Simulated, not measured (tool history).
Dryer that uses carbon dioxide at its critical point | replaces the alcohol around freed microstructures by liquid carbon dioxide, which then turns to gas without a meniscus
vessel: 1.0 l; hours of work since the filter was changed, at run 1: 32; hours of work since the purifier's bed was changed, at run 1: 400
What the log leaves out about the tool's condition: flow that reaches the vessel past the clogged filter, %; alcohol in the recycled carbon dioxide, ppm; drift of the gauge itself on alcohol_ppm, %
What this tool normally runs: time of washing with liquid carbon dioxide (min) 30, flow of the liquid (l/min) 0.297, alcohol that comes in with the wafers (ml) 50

run	hour	time of washing with liquid carbon dioxide (min)	flow of the liquid (l/min)	alcohol that comes in with the wafers (ml)	hours of work since the filter was changed	hours of work since the purifier's bed was changed	alcohol left in the vessel before it's heated (ppm by volume)
1	0	30	0.297	50	32	400	74
2	23.1	30	0.297	50	42	409	66
3	57.7	30	0.297	50	55	423	81
4	77.1	30	0.453	50	63	431	51
5	104.4	30	0.453	28	74	442	58
6	134.9	30	0.453	28	87	454	46
7	164.1	30	0.453	28	98	466	53
8	194.8	30	0.453	28	111	478	62
9	232.2	30	0.453	28	126	493	65
10	249.5	41	0.28	98	133	500	61
11	272.8	23	0.353	53	142	510	136
12	293.1	20	0.438	32	150	518	89
13	317.5	30	0.448	23	160	528	65

Here are 5 independent what-if runs from the current tool condition. What would each one return?
A	348.4	30	0.24	50	172	540	?
B	348.4	23	0.437	79	172	540	?
C	348.4	29	0.425	23	172	540	?
D	348.4	28	0.297	50	172	540	?
E	348.4	29	0.384	96	172	540	?

run	alcohol left in the vessel before it's heated (ppm by volume)
A	223
B	86
C	60
D	128
E	76
Without the tool's unlogged condition, the same runs would have read:
run	alcohol left in the vessel before it's heated (ppm by volume)
A	106
B	18
C	3
D	44
E	13

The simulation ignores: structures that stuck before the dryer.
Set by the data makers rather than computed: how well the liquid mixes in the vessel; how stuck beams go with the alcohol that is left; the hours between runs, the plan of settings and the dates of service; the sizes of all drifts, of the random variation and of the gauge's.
